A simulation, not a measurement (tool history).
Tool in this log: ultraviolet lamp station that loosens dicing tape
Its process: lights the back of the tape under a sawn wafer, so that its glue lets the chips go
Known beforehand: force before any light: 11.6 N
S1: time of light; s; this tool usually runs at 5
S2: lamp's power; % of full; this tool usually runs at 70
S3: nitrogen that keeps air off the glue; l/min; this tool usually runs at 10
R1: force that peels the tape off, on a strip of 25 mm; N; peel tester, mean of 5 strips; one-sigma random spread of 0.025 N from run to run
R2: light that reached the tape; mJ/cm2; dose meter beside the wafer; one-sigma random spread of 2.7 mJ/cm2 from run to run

run	hour	S1	S2	S3	R1	R2
1	0.0	5	70	10	1.676	295
2	11.5	2	70	10	5.528	119
3	26.4	2	70	10	5.254	115
4	41.7	2	70	10	5.517	115
5	55.9	2	70	10	5.600	109
6	71.4	5	70	10	2.020	279
7	83.1	5	70	12	1.871	273
8	92.9	4	70	3	4.575	215
9	109.7	2	89	14	4.439	136
10	119.9	5	70	10	1.545	318
11	130.1	7	98	13	0.235	626
12	145.2	7	98	13	0.226	613

Removed from this log: 2 entries logged between the listed runs. Between which two listed runs does each belong, and how does the tool's hidden state at the listed run before it compare with that at the listed run after it?
Runs 4 to 5: window cleaned of glue's vapour (hour 43.5)
  lamp's light, % of a new lamp's: 90.7 -> 90.5; light that the window lets through, % of a clean one's: 90.3 -> 85.8
  measured minus no-state result, R1: +0.838 -> +1.031 N; R2: -26 -> -32 mJ/cm2
Runs 9 to 10: window cleaned of glue's vapour, once more (hour 114.4)
  lamp's light, % of a new lamp's: 89.6 -> 89.4; light that the window lets through, % of a clean one's: 84.8 -> 99.9
  measured minus no-state result, R1: +1.159 -> +0.320 N; R2: -44 -> -38 mJ/cm2

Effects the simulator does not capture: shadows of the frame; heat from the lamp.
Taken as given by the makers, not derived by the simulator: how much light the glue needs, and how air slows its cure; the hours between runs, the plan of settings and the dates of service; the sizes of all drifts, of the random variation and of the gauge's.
